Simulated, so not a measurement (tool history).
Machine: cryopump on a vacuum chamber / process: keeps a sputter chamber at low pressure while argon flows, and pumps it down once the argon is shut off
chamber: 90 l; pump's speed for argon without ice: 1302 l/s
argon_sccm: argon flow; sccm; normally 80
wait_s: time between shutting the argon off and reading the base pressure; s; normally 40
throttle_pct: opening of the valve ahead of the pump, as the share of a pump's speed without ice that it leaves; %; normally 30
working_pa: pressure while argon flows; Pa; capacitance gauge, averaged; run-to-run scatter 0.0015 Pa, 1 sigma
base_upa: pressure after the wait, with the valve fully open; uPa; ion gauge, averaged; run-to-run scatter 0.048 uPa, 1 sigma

Run 1, day 0.000: usual settings. Result: working_pa 0.3555 Pa, base_upa 4.40 uPa.
Run 2, day 0.467: usual settings. Result: working_pa 0.3549 Pa, base_upa 4.32 uPa.
Run 3, day 1.525: usual settings. Result: working_pa 0.3539 Pa, base_upa 4.46 uPa.
Run 4, day 2.517: usual settings but argon_sccm 112 sccm. Result: working_pa 0.4979 Pa, base_upa 4.53 uPa.
Run 5, day 3.379: usual settings but argon_sccm 112 sccm. Result: working_pa 0.5019 Pa, base_upa 4.65 uPa.
Run 6, day 4.188: usual settings but argon_sccm 112 sccm. Result: working_pa 0.4988 Pa, base_upa 4.73 uPa.
Run 7, day 4.838: usual settings but argon_sccm 45 sccm. Result: working_pa 0.2002 Pa, base_upa 4.58 uPa.
Run 8, day 5.800: usual settings but argon_sccm 45 sccm. Result: working_pa 0.1991 Pa, base_upa 4.61 uPa.
Run 9, day 6.758: usual settings but argon_sccm 118 sccm. Result: working_pa 0.5251 Pa, base_upa 4.68 uPa.
Run 10, day 7.683: usual settings but argon_sccm 118 sccm. Result: working_pa 0.5302 Pa, base_upa 4.80 uPa.
Run 11, day 8.525: usual settings but argon_sccm 118 sccm. Result: working_pa 0.5273 Pa, base_upa 4.67 uPa.
Run 12, day 9.217: usual settings. Result: working_pa 0.3582 Pa, base_upa 4.76 uPa.
Run 13, day 9.821: usual settings. Result: working_pa 0.3591 Pa, base_upa 4.77 uPa.
Run 14, day 10.450: usual settings but argon_sccm 33 sccm, wait_s 32 s. Result: working_pa 0.1476 Pa, base_upa 5.55 uPa.
Run 15, day 11.446: usual settings but argon_sccm 33 sccm, wait_s 32 s. Result: working_pa 0.1488 Pa, base_upa 5.39 uPa.
Run 16, day 12.479: usual settings but argon_sccm 33 sccm, wait_s 58 s, throttle_pct 27 %. Result: working_pa 0.1655 Pa, base_upa 3.91 uPa.
Run 17, day 13.046: usual settings but argon_sccm 33 sccm, wait_s 58 s, throttle_pct 27 %. Result: working_pa 0.1643 Pa, base_upa 4.03 uPa.
Run 18, day 14.117: usual settings but argon_sccm 55 sccm, wait_s 154 s. Result: working_pa 0.2501 Pa, base_upa 2.93 uPa.
Run 19, day 15.117: usual settings but argon_sccm 55 sccm, wait_s 154 s. Result: working_pa 0.2495 Pa, base_upa 2.95 uPa.
Run 20, day 15.625: usual settings but argon_sccm 55 sccm, wait_s 154 s. Result: working_pa 0.2491 Pa, base_upa 2.95 uPa.
Run 21, day 16.254: usual settings but argon_sccm 49 sccm, wait_s 143 s, throttle_pct 34 %. Result: working_pa 0.1967 Pa, base_upa 2.95 uPa.
Run 22, day 16.954: usual settings but argon_sccm 49 sccm, wait_s 143 s, throttle_pct 34 %. Result: working_pa 0.1977 Pa, base_upa 3.11 uPa.
Run 23, day 17.829: usual settings but argon_sccm 49 sccm, wait_s 143 s, throttle_pct 34 %. Result: working_pa 0.1981 Pa, base_upa 3.12 uPa.
Run 24, day 18.858: usual settings but argon_sccm 101 sccm. Result: working_pa 0.4641 Pa, base_upa 4.99 uPa.
Run 25, day 19.354: usual settings but argon_sccm 99 sccm, wait_s 22 s, throttle_pct 17 %. Result: working_pa 0.7839 Pa, base_upa 7.19 uPa.

Forecast each of these 3 alternatives for the next run:
Run A, day 19.929: usual settings but argon_sccm 49 sccm. Result: working_pa ?, base_upa ?.
Run B, day 19.929: usual settings but wait_s 39 s, throttle_pct 36 %. Result: working_pa ?, base_upa ?.
Run C, day 19.929: usual settings but argon_sccm 156 sccm, wait_s 86 s, throttle_pct 55 %. Result: working_pa ?, base_upa ?.

run  working_pa  base_upa
  A      0.2248      5.17
  B      0.3105      5.38
  C      0.4083      3.70
Without the tool's unlogged condition, the same runs would have read:
run  working_pa  base_upa
  A      0.2125      2.97
  B      0.2903      3.12
  C      0.3693      1.52
